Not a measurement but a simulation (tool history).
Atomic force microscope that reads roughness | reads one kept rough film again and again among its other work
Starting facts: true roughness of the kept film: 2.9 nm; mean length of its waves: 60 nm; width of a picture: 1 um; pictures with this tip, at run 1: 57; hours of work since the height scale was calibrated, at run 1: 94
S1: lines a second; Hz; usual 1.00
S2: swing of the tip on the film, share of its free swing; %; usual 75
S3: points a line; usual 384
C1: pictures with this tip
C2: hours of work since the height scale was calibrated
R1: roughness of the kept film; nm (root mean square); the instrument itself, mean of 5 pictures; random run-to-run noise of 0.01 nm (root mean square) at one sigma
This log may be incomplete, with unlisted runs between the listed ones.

run 1 hour=0.0 | S1=1.00 S2=75 S3=384 | C1=57 C2=94 | R1=2.696
run 2 hour=17.6 | S1=1.00 S2=75 S3=278 | C1=101 C2=107 | R1=2.668
run 3 hour=30.4 | S1=1.00 S2=75 S3=278 | C1=133 C2=116 | R1=2.645
run 4 hour=49.8 | S1=1.00 S2=75 S3=278 | C1=182 C2=131 | R1=2.602
run 5 hour=61.4 | S1=1.00 S2=75 S3=278 | C1=210 C2=139 | R1=2.589
run 6 hour=78.6 | S1=1.00 S2=75 S3=384 | C1=253 C2=152 | R1=2.580
-- hour=87.3 new tip fitted
run 7 hour=98.1 | S1=1.00 S2=75 S3=384 | C1=27 C2=166 | R1=2.708
run 8 hour=110.0 | S1=1.00 S2=81 S3=384 | C1=56 C2=175 | R1=2.675
run 9 hour=122.2 | S1=1.00 S2=75 S3=384 | C1=87 C2=184 | R1=2.673
run 10 hour=136.2 | S1=1.00 S2=75 S3=384 | C1=122 C2=194 | R1=2.669
run 11 hour=154.2 | S1=1.00 S2=75 S3=384 | C1=167 C2=208 | R1=2.617
run 12 hour=165.1 | S1=1.00 S2=75 S3=384 | C1=194 C2=216 | R1=2.603
run 13 hour=183.5 | S1=3.05 S2=59 S3=330 | C1=240 C2=229 | R1=2.562
-- hour=198.8 new tip fitted
run 14 hour=203.3 | S1=3.05 S2=59 S3=330 | C1=12 C2=243 | R1=2.712
run 15 hour=225.0 | S1=1.14 S2=59 S3=847 | C1=66 C2=259 | R1=2.726
run 16 hour=235.4 | S1=0.93 S2=75 S3=384 | C1=92 C2=267 | R1=2.674
run 17 hour=255.2 | S1=2.30 S2=75 S3=384 | C1=141 C2=282 | R1=2.545
run 18 hour=272.0 | S1=2.30 S2=75 S3=384 | C1=183 C2=294 | R1=2.532
run 19 hour=286.4 | S1=0.69 S2=83 S3=335 | C1=219 C2=305 | R1=2.598
run 20 hour=302.2 | S1=1.86 S2=63 S3=603 | C1=258 C2=317 | R1=2.579
-- hour=309.9 new tip fitted
run 21 hour=322.6 | S1=2.39 S2=72 S3=745 | C1=32 C2=331 | R1=2.658
run 22 hour=340.9 | S1=1.42 S2=89 S3=592 | C1=77 C2=345 | R1=2.548
run 23 hour=352.4 | S1=1.42 S2=78 S3=276 | C1=106 C2=353 | R1=2.614
run 24 hour=362.2 | S1=0.81 S2=87 S3=569 | C1=131 C2=361 | R1=2.626

Hidden state or all else? Some run-to-run changes of R1, split into what the settings, what came in and random variation would give without the hidden state, and what is left for the hidden state (with any gauge scatter that isn't in both results):
What the log doesn't record here: radius of the tip, nm; height scale over the true one, %; drift of the gauge itself on roughness_nm, %.
Run 6 -> 7: new tip fitted. R1 +0.128 nm (root mean square): hidden state +0.133, all else -0.005.
Run 13 -> 14: new tip fitted. R1 +0.150 nm (root mean square): hidden state +0.144, all else +0.006.
Run 16 -> 17: S1 0.93 -> 2.30. R1 -0.129 nm (root mean square): hidden state -0.025, all else -0.104.
